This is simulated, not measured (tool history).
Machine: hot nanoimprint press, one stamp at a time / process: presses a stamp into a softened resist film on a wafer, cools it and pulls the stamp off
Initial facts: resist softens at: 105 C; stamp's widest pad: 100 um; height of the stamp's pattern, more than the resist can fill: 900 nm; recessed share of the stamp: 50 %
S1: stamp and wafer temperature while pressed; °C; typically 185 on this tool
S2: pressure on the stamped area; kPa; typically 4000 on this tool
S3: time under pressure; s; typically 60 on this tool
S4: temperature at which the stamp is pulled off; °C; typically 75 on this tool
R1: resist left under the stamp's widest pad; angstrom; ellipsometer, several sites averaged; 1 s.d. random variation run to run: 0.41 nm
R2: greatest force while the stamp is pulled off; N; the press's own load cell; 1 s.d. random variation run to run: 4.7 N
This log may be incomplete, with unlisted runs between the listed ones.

{"run": 1, "day": 0.0, "S1": 185, "S2": 4000, "S3": 60, "S4": 75, "R1": 1825, "R2": 234}
{"day": 1.542, "done": "plate thermocouple calibrated"}
{"run": 2, "day": 1.838, "S1": 185, "S2": 4000, "S3": 60, "S4": 75, "R1": 1822, "R2": 230}
{"run": 3, "day": 3.846, "S1": 185, "S2": 4000, "S3": 60, "S4": 75, "R1": 1821, "R2": 241}
{"run": 4, "day": 5.317, "S1": 185, "S2": 4000, "S3": 60, "S4": 75, "R1": 1819, "R2": 233}
{"run": 5, "day": 6.933, "S1": 185, "S2": 4000, "S3": 60, "S4": 75, "R1": 1822, "R2": 228}
{"run": 6, "day": 8.654, "S1": 185, "S2": 4000, "S3": 60, "S4": 75, "R1": 1818, "R2": 238}
{"day": 9.088, "done": "stamp cleaned and given a new release coat"}
{"run": 7, "day": 9.729, "S1": 185, "S2": 4000, "S3": 60, "S4": 75, "R1": 1820, "R2": 214}
{"run": 8, "day": 11.592, "S1": 185, "S2": 4000, "S3": 60, "S4": 75, "R1": 1819, "R2": 231}
{"run": 9, "day": 12.567, "S1": 185, "S2": 4000, "S3": 60, "S4": 75, "R1": 1824, "R2": 226}
{"day": 13.679, "done": "press's hydraulic seals changed and the load cell set to zero"}
{"run": 10, "day": 14.029, "S1": 185, "S2": 4000, "S3": 60, "S4": 63, "R1": 1824, "R2": 279}
{"run": 11, "day": 14.938, "S1": 185, "S2": 4000, "S3": 60, "S4": 75, "R1": 1818, "R2": 233}
{"run": 12, "day": 16.854, "S1": 185, "S2": 4000, "S3": 60, "S4": 75, "R1": 1819, "R2": 230}
{"run": 13, "day": 18.183, "S1": 185, "S2": 4000, "S3": 60, "S4": 75, "R1": 1828, "R2": 227}
{"run": 14, "day": 19.504, "S1": 185, "S2": 4000, "S3": 60, "S4": 75, "R1": 1814, "R2": 230}
{"run": 15, "day": 21.15, "S1": 185, "S2": 4000, "S3": 60, "S4": 75, "R1": 1817, "R2": 224}
{"run": 16, "day": 22.033, "S1": 191, "S2": 2590, "S3": 72, "S4": 75, "R1": 1723, "R2": 227}
{"run": 17, "day": 24.058, "S1": 191, "S2": 3010, "S3": 49, "S4": 75, "R1": 1884, "R2": 235}
{"day": 25.279, "done": "stamp cleaned and given a new release coat"}
{"run": 18, "day": 25.733, "S1": 185, "S2": 4820, "S3": 34, "S4": 69, "R1": 2086, "R2": 260}
{"run": 19, "day": 27.442, "S1": 180, "S2": 4000, "S3": 68, "S4": 75, "R1": 1994, "R2": 229}
{"run": 20, "day": 29.3, "S1": 180, "S2": 4000, "S3": 75, "S4": 79, "R1": 1932, "R2": 209}
{"run": 21, "day": 30.125, "S1": 180, "S2": 4000, "S3": 75, "S4": 79, "R1": 1919, "R2": 216}
{"run": 22, "day": 31.558, "S1": 185, "S2": 4000, "S3": 60, "S4": 63, "R1": 1817, "R2": 302}
{"run": 23, "day": 32.821, "S1": 185, "S2": 5640, "S3": 60, "S4": 68, "R1": 1568, "R2": 267}
{"run": 24, "day": 33.838, "S1": 185, "S2": 5640, "S3": 60, "S4": 68, "R1": 1571, "R2": 260}
{"run": 25, "day": 34.925, "S1": 185, "S2": 5640, "S3": 60, "S4": 68, "R1": 1572, "R2": 276}
{"run": 26, "day": 36.538, "S1": 177, "S2": 3450, "S3": 63, "S4": 62, "R1": 2345, "R2": 309}
{"day": 37.633, "done": "plate thermocouple calibrated"}
{"run": 27, "day": 38.638, "S1": 177, "S2": 3450, "S3": 32, "S4": 61, "R1": 2856, "R2": 308}
{"run": 28, "day": 40.654, "S1": 177, "S2": 3450, "S3": 32, "S4": 61, "R1": 2854, "R2": 315}
{"day": 41.317, "done": "stamp cleaned and given a new release coat"}
{"run": 29, "day": 42.825, "S1": 177, "S2": 3000, "S3": 32, "S4": 61, "R1": 2946, "R2": 303}
{"run": 30, "day": 44.804, "S1": 177, "S2": 3000, "S3": 32, "S4": 61, "R1": 2949, "R2": 311}

Below, some changes in R2 between adjacent runs. For each, the amount present without the hidden state too (settings, incoming material, random variation) and the amount remaining for the hidden state with gauge scatter not shared by both compared results:
Unlogged tool condition in this case: true temperature over the reading, C; pressure that arrives at the usual setting, %; grip of the stamp's worn release coat, % over a new coat's; drift of the gauge itself on residual_nm, %; drift of the gauge itself on pull_off_n, %.
Run 6 -> 7: stamp cleaned and given a new release coat. R2 -24 N: hidden state -4, all else -20.
Run 9 -> 10: S4 75 -> 63, press's hydraulic seals changed and the load cell set to zero. R2 +53 N: hidden state +0, all else +53.
Run 10 -> 11: S4 63 -> 75. R2 -46 N: hidden state +0, all else -46.
Run 17 -> 18: S1 191 -> 185, S2 3010 -> 4820, S3 49 -> 34, S4 75 -> 69, stamp cleaned and given a new release coat. R2 +25 N: hidden state -4, all else +29.
Run 21 -> 22: S1 180 -> 185, S3 75 -> 60, S4 79 -> 63. R2 +86 N: hidden state +1, all else +85.
Run 28 -> 29: S2 3450 -> 3000, stamp cleaned and given a new release coat. R2 -12 N: hidden state -5, all else -7.
